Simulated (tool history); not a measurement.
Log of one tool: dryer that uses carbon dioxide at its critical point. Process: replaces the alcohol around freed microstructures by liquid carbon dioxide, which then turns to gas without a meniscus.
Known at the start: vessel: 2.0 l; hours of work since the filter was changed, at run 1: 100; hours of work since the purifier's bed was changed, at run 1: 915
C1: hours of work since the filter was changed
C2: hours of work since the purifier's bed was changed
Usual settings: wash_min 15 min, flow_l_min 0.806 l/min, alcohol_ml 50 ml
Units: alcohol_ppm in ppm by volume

Run 1, day 0.000: usual settings; C1 100; C2 915. Result: alcohol_ppm 236 ppm by volume.
Run 2, day 0.988: usual settings; C1 114; C2 929. Result: alcohol_ppm 244 ppm by volume.
Run 3, day 2.333: usual settings; C1 134; C2 948. Result: alcohol_ppm 249 ppm by volume.
Run 4, day 3.121: usual settings; C1 145; C2 960. Result: alcohol_ppm 251 ppm by volume.
Run 5, day 4.671: usual settings; C1 167; C2 982. Result: alcohol_ppm 254 ppm by volume.
Run 6, day 5.712: usual settings; C1 183; C2 997. Result: alcohol_ppm 253 ppm by volume.
Run 7, day 7.112: usual settings but flow_l_min 0.827 l/min; C1 203; C2 1018. Result: alcohol_ppm 223 ppm by volume.
Run 8, day 8.225: usual settings but flow_l_min 0.827 l/min; C1 219; C2 1034. Result: alcohol_ppm 233 ppm by volume.
Run 9, day 9.467: usual settings but flow_l_min 0.827 l/min; C1 237; C2 1052. Result: alcohol_ppm 242 ppm by volume.
Run 10, day 10.767: usual settings but flow_l_min 0.827 l/min; C1 256; C2 1071. Result: alcohol_ppm 242 ppm by volume.
Run 11, day 12.129: usual settings but flow_l_min 0.827 l/min; C1 275; C2 1090. Result: alcohol_ppm 248 ppm by volume.
Run 12, day 13.033: usual settings but flow_l_min 0.827 l/min; C1 289; C2 1103. Result: alcohol_ppm 243 ppm by volume.
Run 13, day 14.183: usual settings but flow_l_min 0.827 l/min; C1 305; C2 1120. Result: alcohol_ppm 254 ppm by volume.
Run 14, day 15.517: usual settings but flow_l_min 0.827 l/min; C1 325; C2 1139. Result: alcohol_ppm 254 ppm by volume.
Run 15, day 17.025: usual settings; C1 346; C2 1161. Result: alcohol_ppm 290 ppm by volume.
Run 16, day 18.258: usual settings but flow_l_min 0.590 l/min; C1 364; C2 1179. Result: alcohol_ppm 990 ppm by volume.
Run 17, day 19.358: usual settings but flow_l_min 0.590 l/min; C1 380; C2 1195. Result: alcohol_ppm 985 ppm by volume.
Run 18, day 20.271: usual settings but flow_l_min 0.551 l/min; C1 393; C2 1208. Result: alcohol_ppm 1285 ppm by volume.
Run 19, day 21.358: usual settings but flow_l_min 0.551 l/min; C1 409; C2 1224. Result: alcohol_ppm 1212 ppm by volume.
Run 20, day 22.608: usual settings; C1 427; C2 1242. Result: alcohol_ppm 297 ppm by volume.
Run 21, day 24.125: usual settings; C1 449; C2 1264. Result: alcohol_ppm 297 ppm by volume.
Run 22, day 24.879: usual settings but flow_l_min 0.533 l/min; C1 460; C2 1275. Result: alcohol_ppm 1447 ppm by volume.
Run 23, day 25.812: usual settings but flow_l_min 0.803 l/min; C1 474; C2 1289. Result: alcohol_ppm 312 ppm by volume.
Run 24, day 26.571: usual settings but flow_l_min 0.845 l/min; C1 485; C2 1300. Result: alcohol_ppm 267 ppm by volume.

Run 25 comes next. What will it give?
Run 25, day 27.504: usual settings but wash_min 13 min, flow_l_min 0.923 l/min, alcohol_ml 41 ml; C1 498; C2 1313. Result: alcohol_ppm ?.

Run 25 gave alcohol_ppm 262 ppm by volume.
Without the tool's hidden state the same run would have given alcohol_ppm 163 ppm by volume.

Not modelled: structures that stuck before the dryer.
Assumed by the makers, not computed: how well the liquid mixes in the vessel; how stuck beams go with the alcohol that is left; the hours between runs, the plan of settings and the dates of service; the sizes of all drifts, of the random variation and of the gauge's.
